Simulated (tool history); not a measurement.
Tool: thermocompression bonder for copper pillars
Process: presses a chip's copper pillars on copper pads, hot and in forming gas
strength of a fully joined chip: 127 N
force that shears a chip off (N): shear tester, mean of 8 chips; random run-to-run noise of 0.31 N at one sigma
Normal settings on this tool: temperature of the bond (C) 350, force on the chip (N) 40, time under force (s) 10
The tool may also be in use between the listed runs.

run   hour  temperature of the bond (C)  force on the chip (N)  time under force (s)  force that shears a chip off (N)
  1    0.0                          350                     40                    10                              44.4
  2   24.0                          350                     40                    10                              44.6
  3   54.0                          350                     40                    10                              43.8
  4   98.3                          350                     40                    10                              44.1
  5  143.9                          350                     40                    21                              58.1
  6  179.5                          350                     40                    10                              43.4
  7  226.0                          350                     40                     8                              39.3
  8  259.9                          350                     40                     8                              39.2
  9  296.0                          361                     40                     8                              44.8
 10  333.5                          329                     40                    10                              32.9
 11  357.2                          329                     40                    10                              33.0
 12  404.4                          329                     40                    10                              32.8
 13  426.8                          365                     40                    10                              49.4
 14  464.5                          365                     40                    10                              49.6
 15  512.1                          365                     40                    10                              49.4
     533.0  -- forming gas filter changed
 16  552.8                          343                     33                    10                              35.2
 17  580.1                          343                     57                     9                              53.4
 18  609.5                          343                     57                     9                              53.4

Run 19 is up next; what results do you expect?
 19  637.0                          343                     57                     9                                 ?

{"run 19": {"force that shears a chip off (N)": 52.7}}
Take away the tool's hidden state, keep the run-to-run variation as it was, and the same run would have given force that shears a chip off (N) 53.9.
